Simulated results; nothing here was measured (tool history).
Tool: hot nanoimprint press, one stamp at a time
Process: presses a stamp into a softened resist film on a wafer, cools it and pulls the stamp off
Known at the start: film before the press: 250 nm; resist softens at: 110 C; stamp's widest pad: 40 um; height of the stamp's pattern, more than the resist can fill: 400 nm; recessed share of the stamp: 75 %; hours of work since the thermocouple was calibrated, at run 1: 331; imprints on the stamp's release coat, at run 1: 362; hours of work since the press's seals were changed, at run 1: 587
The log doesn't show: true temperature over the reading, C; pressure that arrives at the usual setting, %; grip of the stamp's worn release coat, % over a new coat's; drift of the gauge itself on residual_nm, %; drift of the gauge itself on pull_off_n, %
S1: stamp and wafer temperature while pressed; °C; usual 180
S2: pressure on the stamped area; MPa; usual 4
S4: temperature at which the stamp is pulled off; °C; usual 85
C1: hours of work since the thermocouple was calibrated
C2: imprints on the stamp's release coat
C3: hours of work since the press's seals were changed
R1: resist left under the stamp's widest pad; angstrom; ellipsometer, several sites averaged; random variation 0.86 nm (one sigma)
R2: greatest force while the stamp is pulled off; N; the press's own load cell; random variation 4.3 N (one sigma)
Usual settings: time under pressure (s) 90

Run 1, hour 0: usual settings; C1 331; C2 362; C3 587. Result: R1 1264 angstrom, R2 236 N.
At hour 43.9: press's hydraulic seals changed and the load cell set to zero.
Run 2, hour 43.9: usual settings; C1 348; C2 430; C3 0. Result: R1 1236 angstrom, R2 234 N.
Run 3, hour 96.6: usual settings; C1 372; C2 530; C3 24. Result: R1 1209 angstrom, R2 243 N.
Run 4, hour 149.8: usual settings; C1 397; C2 631; C3 49. Result: R1 1231 angstrom, R2 262 N.
Run 5, hour 190.1: usual settings but S4 76 °C; C1 416; C2 707; C3 68. Result: R1 1240 angstrom, R2 321 N.
At hour 212.1: plate thermocouple calibrated.
Run 6, hour 241.9: usual settings but S4 76 °C; C1 14; C2 799; C3 90. Result: R1 1274 angstrom, R2 316 N.
Run 7, hour 272.9: usual settings but S4 76 °C; C1 28; C2 858; C3 105. Result: R1 1286 angstrom, R2 341 N.
Run 8, hour 321.2: usual settings but time under pressure (s) 156, S4 76 °C; C1 51; C2 949; C3 127. Result: R1 1054 angstrom, R2 342 N.
Run 9, hour 370.4: usual settings but S4 83 °C; C1 73; C2 1042; C3 150. Result: R1 1269 angstrom, R2 292 N.
Run 10, hour 423.7: usual settings but S4 84 °C; C1 98; C2 1143; C3 175. Result: R1 1285 angstrom, R2 299 N.
At hour 436.4: plate thermocouple calibrated, once more.
Run 11, hour 487.9: usual settings but S4 84 °C; C1 24; C2 1259; C3 203. Result: R1 1171 angstrom, R2 280 N.
Run 12, hour 544: usual settings but S4 84 °C; C1 50; C2 1365; C3 229. Result: R1 1169 angstrom, R2 294 N.
At hour 578: stamp cleaned and given a new release coat.
Run 13, hour 603.3: usual settings but S4 84 °C; C1 75; C2 48; C3 254. Result: R1 1174 angstrom, R2 219 N.
Run 14, hour 663.6: usual settings but S4 84 °C; C1 102; C2 162; C3 282. Result: R1 1195 angstrom, R2 225 N.
Run 15, hour 720.8: usual settings but S1 176 °C, S2 3.92 MPa; C1 129; C2 270; C3 308. Result: R1 1421 angstrom, R2 224 N.
Run 16, hour 782.5: usual settings but S1 176 °C, S2 3.92 MPa; C1 158; C2 387; C3 337. Result: R1 1422 angstrom, R2 240 N.
Run 17, hour 809.7: usual settings but S1 192 °C, S2 2.98 MPa; C1 170; C2 438; C3 349. Result: R1 892 angstrom, R2 232 N.
Run 18, hour 869.1: usual settings but S1 192 °C, S2 6.27 MPa, time under pressure (s) 59; C1 198; C2 551; C3 377. Result: R1 658 angstrom, R2 252 N.
Run 19, hour 924.4: usual settings but time under pressure (s) 59, S4 81 °C; C1 223; C2 655; C3 402. Result: R1 1387 angstrom, R2 268 N.
Run 20, hour 984.2: usual settings; C1 251; C2 768; C3 430. Result: R1 1212 angstrom, R2 252 N.
Run 21, hour 1025.4: usual settings but S2 4.45 MPa, time under pressure (s) 159; C1 270; C2 847; C3 449. Result: R1 966 angstrom, R2 265 N.
Run 22, hour 1060.8: usual settings but S1 186 °C, S2 2.83 MPa, S4 75 °C; C1 287; C2 913; C3 466. Result: R1 1172 angstrom, R2 338 N.
Run 23, hour 1098.2: usual settings but S1 171 °C, S2 2.83 MPa, time under pressure (s) 79, S4 75 °C; C1 304; C2 984; C3 483. Result: R1 1971 angstrom, R2 349 N.
Run 24, hour 1143.2: usual settings but S1 179 °C, time under pressure (s) 48; C1 325; C2 1069; C3 504. Result: R1 1543 angstrom, R2 274 N.

Run 25 comes next. What will it give?
Run 25, hour 1176.5: usual settings but S1 179 °C, time under pressure (s) 48; C1 340; C2 1132; C3 519. Result: R1 ?, R2 ?.

R1: 1538 angstrom
R2: 280 N
Without the tool's hidden state the same run would have given R1 1455 angstrom, R2 209 N.
